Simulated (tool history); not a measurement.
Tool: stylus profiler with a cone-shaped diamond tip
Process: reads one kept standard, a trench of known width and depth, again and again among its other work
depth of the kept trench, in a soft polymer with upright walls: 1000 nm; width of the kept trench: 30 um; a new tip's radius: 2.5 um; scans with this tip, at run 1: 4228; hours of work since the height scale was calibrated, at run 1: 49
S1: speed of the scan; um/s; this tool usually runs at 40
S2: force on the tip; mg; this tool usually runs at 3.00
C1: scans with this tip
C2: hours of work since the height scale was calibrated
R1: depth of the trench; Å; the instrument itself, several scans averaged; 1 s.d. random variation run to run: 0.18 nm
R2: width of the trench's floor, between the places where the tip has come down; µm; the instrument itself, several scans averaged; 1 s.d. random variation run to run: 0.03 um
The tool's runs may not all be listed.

run 1 hour=0.0 | S1=40 S2=3.00 | C1=4228 C2=49 | R1=10131.6 R2=24.63
run 2 hour=29.6 | S1=21 S2=3.00 | C1=4298 C2=63 | R1=10131.5 R2=24.63
run 3 hour=71.9 | S1=21 S2=3.00 | C1=4397 C2=84 | R1=10126.5 R2=24.63
run 4 hour=108.5 | S1=21 S2=3.00 | C1=4484 C2=102 | R1=10128.0 R2=24.61
run 5 hour=127.7 | S1=21 S2=3.00 | C1=4529 C2=112 | R1=10128.7 R2=24.58
run 6 hour=167.9 | S1=21 S2=3.00 | C1=4624 C2=132 | R1=10128.5 R2=24.56
run 7 hour=211.1 | S1=21 S2=3.00 | C1=4726 C2=153 | R1=10125.7 R2=24.53
run 8 hour=236.8 | S1=21 S2=3.00 | C1=4786 C2=166 | R1=10128.0 R2=24.51
run 9 hour=276.8 | S1=21 S2=3.00 | C1=4880 C2=186 | R1=10122.7 R2=24.54
run 10 hour=302.4 | S1=59 S2=7.31 | C1=4941 C2=198 | R1=10232.8 R2=24.47
run 11 hour=324.2 | S1=14 S2=3.98 | C1=4992 C2=209 | R1=10154.2 R2=24.51
run 12 hour=369.2 | S1=85 S2=1.90 | C1=5098 C2=231 | R1=10087.1 R2=24.24
run 13 hour=393.3 | S1=138 S2=5.90 | C1=5155 C2=243 | R1=10193.9 R2=24.35
run 14 hour=418.6 | S1=85 S2=1.18 | C1=5215 C2=256 | R1=10060.6 R2=24.29
run 15 hour=462.6 | S1=141 S2=3.49 | C1=5319 C2=278 | R1=10137.3 R2=24.15

Estimate the outcome of run 16 from the log above:
run 16 hour=482.2 | S1=141 S2=3.13 | C1=5365 C2=287 | R1=? R2=?

R1: 10124.5 Å
R2: 24.19 µm
With the hidden condition absent and the run-to-run variation left alone, this run would have shown R1 10136.0 Å, R2 25.77 µm.
